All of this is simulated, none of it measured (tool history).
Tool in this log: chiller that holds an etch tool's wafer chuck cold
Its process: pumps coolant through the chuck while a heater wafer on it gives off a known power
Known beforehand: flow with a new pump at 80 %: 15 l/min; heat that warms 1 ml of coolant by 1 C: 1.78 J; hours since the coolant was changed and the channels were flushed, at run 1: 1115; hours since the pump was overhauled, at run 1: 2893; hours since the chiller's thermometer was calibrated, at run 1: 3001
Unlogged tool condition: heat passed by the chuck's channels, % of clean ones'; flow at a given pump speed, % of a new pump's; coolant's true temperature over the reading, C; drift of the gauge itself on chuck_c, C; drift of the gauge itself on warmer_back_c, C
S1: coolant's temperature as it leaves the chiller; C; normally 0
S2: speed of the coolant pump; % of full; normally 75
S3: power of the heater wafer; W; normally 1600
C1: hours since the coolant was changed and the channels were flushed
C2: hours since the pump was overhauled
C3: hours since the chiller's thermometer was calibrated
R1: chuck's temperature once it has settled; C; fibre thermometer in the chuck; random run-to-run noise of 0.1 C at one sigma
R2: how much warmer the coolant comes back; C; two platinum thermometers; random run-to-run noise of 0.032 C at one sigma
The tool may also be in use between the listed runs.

run    hour  S1  S2    S3    C1    C2    C3    R1    R2
  1       0   0  75  1600  1115  2893  3001  12.1  3.85
  2    50.4   0  75  1600  1166  2944  3052    12  3.81
  3   141.9   5  75  1600  1257  3035  3143  17.1  3.77
  4   200.3   0  75  1517  1315  3093  3202  11.5  3.61
  5   281.2   0  75  1363  1396  3174  3283  10.1  3.23
  6   351.2   0  66  1600  1466  3244  3353  13.5  4.25
  7   417.3  -7  75  1600  1533  3310  3419   4.9  3.83
  8     498  -7  88  1600  1613  3391  3499   3.4  3.24
  9   587.9  -7  88  1600  1703  3481  3589   3.4  3.18
 10   679.5  -8  75  1600  1795  3573  3681   4.1  3.69
 11   734.9   0  75  2047  1850  3628  3736  15.4  4.75
 12   774.8   0  75  2047  1890  3668  3776  15.5  4.73
 13     850   0  75  1600  1965  3743  3852  12.1  3.66
 14   896.7   0  75  1600  2012  3790  3898  12.1  3.64
 15   981.4   0  75  1600  2097  3875  3983    12  3.67
 16    1058   0  75  1600  2173  3951  4059  12.1  3.68
 17  1140.8   0  75  1600  2256  4034  4142  12.1  3.67
 18  1231.5   6  75  1384  2347  4125  4233  16.5  3.07
 19  1298.9   9  75  1793  2414  4192  4300  22.6  4.14
 20  1365.1  -3  87   874  2480  4258  4367   2.6  1.58
 21  1431.9   4  75  1600  2547  4325  4433  16.1   3.5
 22  1479.8   8  83   884  2595  4373  4481    14  1.65
 23  1523.8   8  83   884  2639  4417  4525  14.3  1.67
       1540  -- gauge calibrated
 24  1573.3   4  68  1638  2689  4466  4575  17.5  4.27
     1655.3  -- chiller's thermometer calibrated
 25  1670.1  -5  92  1600  2784  4562    15   5.2  3.08
 26  1751.4  -7  68  1600  2866  4644    96   6.1  4.22
 27  1795.5  -7  82  1600  2910  4688   140   4.2  3.51

Run 28 comes next. What will it give?
 28  1874.6  -7  82  1600  2989  4767  219   ?   ?

{"run 28": {"R1": 4.2, "R2": 3.53}}
The same run, on a tool lacking any hidden state, would have yielded R1 4.2 C, R2 3.59 C.

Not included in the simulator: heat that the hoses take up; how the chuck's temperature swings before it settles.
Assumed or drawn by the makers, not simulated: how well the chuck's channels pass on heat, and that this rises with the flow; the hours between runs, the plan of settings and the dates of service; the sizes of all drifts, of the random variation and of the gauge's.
